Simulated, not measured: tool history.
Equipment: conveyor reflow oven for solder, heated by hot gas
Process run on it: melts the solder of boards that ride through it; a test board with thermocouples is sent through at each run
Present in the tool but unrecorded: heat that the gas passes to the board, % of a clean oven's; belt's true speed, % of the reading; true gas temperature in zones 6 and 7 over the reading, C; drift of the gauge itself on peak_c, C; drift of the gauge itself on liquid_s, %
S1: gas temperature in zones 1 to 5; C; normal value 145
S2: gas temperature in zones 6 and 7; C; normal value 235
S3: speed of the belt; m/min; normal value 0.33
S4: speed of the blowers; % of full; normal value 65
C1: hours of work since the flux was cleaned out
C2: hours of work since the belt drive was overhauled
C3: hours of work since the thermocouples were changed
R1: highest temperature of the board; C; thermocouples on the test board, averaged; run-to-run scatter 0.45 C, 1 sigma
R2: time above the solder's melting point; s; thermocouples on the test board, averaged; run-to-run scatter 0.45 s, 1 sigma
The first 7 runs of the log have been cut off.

run     day   S1   S2     S3  S4   C1   C2    C3     R1     R2
  8   7.733  145  235   0.33  66   40  304   663  216.9   85.5
  9   8.712  145  235   0.33  66   58  322   681  216.8   85.3
 10     9.9  145  235   0.33  66   80  343   703  217.4   85.5
 11  10.929  145  235   0.33  66   99  362   722  216.9   86.1
 12    12.2  145  235   0.33  65  122  385   745  216.5   84.7
 13  13.579  145  235   0.33  65  147  411   770  216.5   85.4
 14  14.983  145  235   0.33  82  173  436   796  218.4   88.3
 15  15.988  145  241   0.33  65  191  455   814  220.9   89.9
 16  16.608  145  235   0.33  65  202  466   825  216.1   83.6
 17    17.5  145  242  0.278  65  219  482   842  226.6  114.2
 18  18.446  145  239  0.271  65  236  500   859  224.9    115
 19  19.096  152  232  0.295  78  248  512   871    219  104.3
 20  20.538  147  231  0.295  78  274  538   897  217.4   98.4
 21  21.638  133  235   0.33  89  294  558   917  217.1     81
 22   22.85  132  225   0.33  65  317  580   940  204.1     62
 23  23.592  149  224   0.33  58  330  594   953  205.3   72.3
     24.054  -- flux residue cleaned out of gas plates and filters
 24  25.117  149  224   0.33  58   19  618   977  207.9   75.5
 25    26.4  145  228   0.33  65   43  641  1001  210.7     79
 26  27.883  133  235   0.33  65   70  668  1028  214.9   77.3
 27  29.179  133  235   0.32  51   94  692  1052  210.9   74.9
 28  30.154  131  235   0.33  65  112  710  1069    214   75.5
     31.304  -- thermocouples of zones 6 and 7 changed
 29    31.4  131  235   0.33  65  133  731     2    215   77.1
 30  32.125  145  235  0.379  65  146  745    15  213.9   70.2
 31  32.896  145  246  0.357  65  160  759    29  224.9   86.5

Below are 4 alternative next runs, each starting from the tool's condition after run 31. Predict each:
  A  33.975  145  235   0.33  74  180  778  49   ?   ?
  B  33.975  160  245  0.347  65  180  778  49   ?   ?
  C  33.975  155  234  0.357  73  180  778  49   ?   ?
  D  33.975  145  244  0.289  65  180  778  49   ?   ?

run     R1     R2
  A    220   89.1
  B  227.4  100.5
  C    218   86.5
  D  229.7  113.4
With no hidden state in the tool, these same runs would have given:
run     R1    R2
  A    221  88.5
  B  228.3  99.2
  C  218.9  85.8
  D  230.5   112

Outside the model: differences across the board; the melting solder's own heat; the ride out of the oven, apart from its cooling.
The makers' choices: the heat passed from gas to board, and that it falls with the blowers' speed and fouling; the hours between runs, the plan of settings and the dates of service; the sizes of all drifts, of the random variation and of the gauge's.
